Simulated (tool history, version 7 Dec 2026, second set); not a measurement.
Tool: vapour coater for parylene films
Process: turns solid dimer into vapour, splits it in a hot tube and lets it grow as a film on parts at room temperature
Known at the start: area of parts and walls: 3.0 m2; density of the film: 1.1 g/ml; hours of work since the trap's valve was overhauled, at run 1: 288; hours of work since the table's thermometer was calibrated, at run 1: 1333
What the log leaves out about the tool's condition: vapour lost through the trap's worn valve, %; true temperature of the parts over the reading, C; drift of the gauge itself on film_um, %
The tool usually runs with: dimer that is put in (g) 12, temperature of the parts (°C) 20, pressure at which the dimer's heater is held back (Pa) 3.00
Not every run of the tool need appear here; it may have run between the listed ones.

| run | day | dimer that is put in (g) | temperature of the parts (°C) | pressure at which the dimer's heater is held back (Pa) | hours of work since the trap's valve was overhauled | hours of work since the table's thermometer was calibrated | thickness of the film (µm) |
|---|---|---|---|---|---|---|---|
| 1 | 0.000 | 12 | 20 | 3.00 | 288 | 1333 | 2.29 |
| 2 | 2.154 | 12 | 20 | 3.00 | 326 | 1372 | 2.24 |
| 3 | 3.933 | 12 | 15 | 3.00 | 358 | 1403 | 2.86 |
| 4 | 5.388 | 12 | 20 | 3.00 | 384 | 1429 | 2.26 |
| 5 | 7.638 | 12 | 20 | 3.00 | 424 | 1470 | 2.24 |
| 6 | 8.767 | 12 | 20 | 3.00 | 444 | 1490 | 2.27 |
| 7 | 10.942 | 12 | 14 | 3.00 | 483 | 1529 | 3.01 |
| 8 | 12.154 | 12 | 14 | 3.00 | 505 | 1550 | 3.03 |
| 9 | 13.283 | 12 | 20 | 3.69 | 525 | 1571 | 2.21 |
|  | 13.658 | trap's valve overhauled |
| 10 | 15.646 | 12 | 20 | 3.00 | 36 | 1610 | 2.27 |
| 11 | 16.625 | 12 | 20 | 3.00 | 53 | 1627 | 2.22 |
| 12 | 17.996 | 12 | 20 | 3.00 | 78 | 1652 | 2.25 |
| 13 | 20.217 | 12 | 20 | 11.11 | 117 | 1692 | 1.97 |
| 14 | 21.321 | 12 | 20 | 11.11 | 137 | 1711 | 1.97 |
| 15 | 23.725 | 12 | 20 | 11.11 | 180 | 1754 | 2.01 |
| 16 | 25.946 | 12 | 20 | 3.82 | 220 | 1794 | 2.22 |
| 17 | 26.938 | 12 | 20 | 3.82 | 238 | 1812 | 2.21 |
| 18 | 28.829 | 12 | 20 | 3.00 | 271 | 1846 | 2.27 |
| 19 | 30.658 | 12 | 20 | 3.00 | 304 | 1879 | 2.30 |
| 20 | 32.817 | 12 | 20 | 3.00 | 343 | 1917 | 2.27 |
| 21 | 34.083 | 12 | 20 | 3.00 | 365 | 1940 | 2.23 |
| 22 | 36.208 | 12 | 20 | 3.00 | 403 | 1978 | 2.34 |
| 23 | 38.296 | 17 | 20 | 3.00 | 441 | 2015 | 3.21 |
| 24 | 39.438 | 7 | 20 | 6.18 | 461 | 2036 | 1.20 |
| 25 | 41.167 | 20 | 15 | 3.06 | 492 | 2067 | 4.72 |
|  | 43.450 | trap's valve overhauled |
| 26 | 43.450 | 7 | 24 | 3.06 | 0 | 2104 | 1.09 |
| 27 | 45.658 | 16 | 15 | 7.62 | 40 | 2144 | 3.48 |
| 28 | 47.471 | 14 | 30 | 2.47 | 72 | 2176 | 1.67 |
| 29 | 48.971 | 8 | 20 | 3.00 | 99 | 2203 | 1.53 |
| 30 | 50.388 | 15 | 18 | 3.00 | 124 | 2229 | 3.13 |
| 31 | 52.225 | 15 | 18 | 3.00 | 157 | 2261 | 3.08 |
| 32 | 53.808 | 15 | 25 | 5.16 | 185 | 2290 | 2.12 |

Run 33, settings as shown, results not yet in. Your forecast:
| 33 | 55.671 | 5 | 27 | 4.87 | 219 | 2323 | ? |

thickness of the film (µm): 0.64
Take away the tool's hidden state, keep the run-to-run variation as it was, and the same run would have given thickness of the film (µm) 0.64.
